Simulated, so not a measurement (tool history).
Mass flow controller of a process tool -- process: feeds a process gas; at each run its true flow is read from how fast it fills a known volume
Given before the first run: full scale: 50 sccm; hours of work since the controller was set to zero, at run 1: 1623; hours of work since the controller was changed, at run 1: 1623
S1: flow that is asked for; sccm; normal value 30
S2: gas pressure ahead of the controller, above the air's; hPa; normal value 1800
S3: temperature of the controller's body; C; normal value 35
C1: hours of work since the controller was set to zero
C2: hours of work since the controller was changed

run 1 hour=0 | S1=30 S2=1800 S3=35 | C1=1623 C2=1623 | true_flow_(%)=99.68
run 2 hour=193.2 | S1=30 S2=1800 S3=28 | C1=1756 C2=1756 | true_flow_(%)=99.64
run 3 hour=575.8 | S1=30 S2=1800 S3=28 | C1=2020 C2=2020 | true_flow_(%)=99.78
run 4 hour=920.5 | S1=30 S2=1800 S3=28 | C1=2258 C2=2258 | true_flow_(%)=99.75
run 5 hour=1227.8 | S1=19 S2=1800 S3=28 | C1=2469 C2=2469 | true_flow_(%)=99.39
run 6 hour=1569.1 | S1=19 S2=1800 S3=28 | C1=2705 C2=2705 | true_flow_(%)=99.43
run 7 hour=1799.5 | S1=30 S2=1800 S3=35 | C1=2864 C2=2864 | true_flow_(%)=100.09
run 8 hour=2197.1 | S1=30 S2=1540 S3=23 | C1=3138 C2=3138 | true_flow_(%)=99.88
run 9 hour=2577.6 | S1=23 S2=1510 S3=21 | C1=3400 C2=3400 | true_flow_(%)=99.64

Forecast run 10:
run 10 hour=2936.5 | S1=20 S2=2390 S3=28 | C1=3647 C2=3647 | true_flow_(%)=?

Run 10 yielded true flow (%) 99.29.
Without the tool's hidden state the same run would have given true flow (%) 98.14.
